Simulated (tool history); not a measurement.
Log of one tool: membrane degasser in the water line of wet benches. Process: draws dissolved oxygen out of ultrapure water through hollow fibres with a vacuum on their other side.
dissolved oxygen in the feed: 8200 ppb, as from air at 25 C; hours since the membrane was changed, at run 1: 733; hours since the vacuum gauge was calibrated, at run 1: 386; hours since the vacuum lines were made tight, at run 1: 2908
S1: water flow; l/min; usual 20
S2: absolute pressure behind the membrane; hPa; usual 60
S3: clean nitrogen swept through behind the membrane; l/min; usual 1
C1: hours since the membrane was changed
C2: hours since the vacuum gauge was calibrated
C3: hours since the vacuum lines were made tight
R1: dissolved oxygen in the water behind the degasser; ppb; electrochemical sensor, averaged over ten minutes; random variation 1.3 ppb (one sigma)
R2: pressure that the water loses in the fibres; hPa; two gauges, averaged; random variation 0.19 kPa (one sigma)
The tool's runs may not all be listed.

run   hour  S1  S2    S3    C1    C2    C3     R1     R2
  1      0  20  60     1   733   386  2908    130  373.8
  2   72.2  20  60     1   805   458  2980  133.3  376.4
  3  120.8  20  60     1   853   507  3029  128.8  377.2
  4  160.3  20  60     1   893   547  3069  129.3  379.2
  5  202.9  20  60     1   935   589  3111  131.6  377.3
  6  277.6  20  60     1  1010   664  3186  131.5  376.2
  7  309.9  20  60     1  1042   696  3218  129.8  375.2
  8  362.7  20  60     1  1095   749  3271  130.5  382.9
  9  411.9  20  60     1  1144   798  3320  128.5  377.9
 10  459.3  20  60     1  1192   845  3368  127.8  377.5
 11  501.4  20  60     1  1234   888  3410  132.3  377.8
 12  557.8  20  60  0.78  1290   944  3466  158.2  380.2
 13  593.5  20  60     1  1326   980  3502  131.4  377.2
 14  628.4  20  60     1  1361  1015  3537  129.9  375.3
 15  668.3  13  60     1  1401  1054  3577   88.6  245.1
 16    701  13  60     1  1434  1087  3609   87.8  248.6
     706.6  -- vacuum gauge calibrated
 17  755.5  16  60   0.5  1488    49  3663  190.7  303.9
 18  812.5  16  60   0.5  1544   106  3720  192.2  303.1
 19  874.8  16  60   0.4  1607   168  3783  229.2  302.7
 20  938.7  16  60   0.4  1671   232  3846  228.4  302.2
 21    991  16  60   0.4  1723   284  3899  225.2  301.8

Run 22 comes next. What will it give?
 22  1044.1  13  37.5  1.5  1776  338  3952   ?   ?

Run 22 gave R1 13.5 ppb, R2 248.5 hPa.
Without the tool's hidden state the same run would have given R1 11.3 ppb, R2 246.5 hPa.

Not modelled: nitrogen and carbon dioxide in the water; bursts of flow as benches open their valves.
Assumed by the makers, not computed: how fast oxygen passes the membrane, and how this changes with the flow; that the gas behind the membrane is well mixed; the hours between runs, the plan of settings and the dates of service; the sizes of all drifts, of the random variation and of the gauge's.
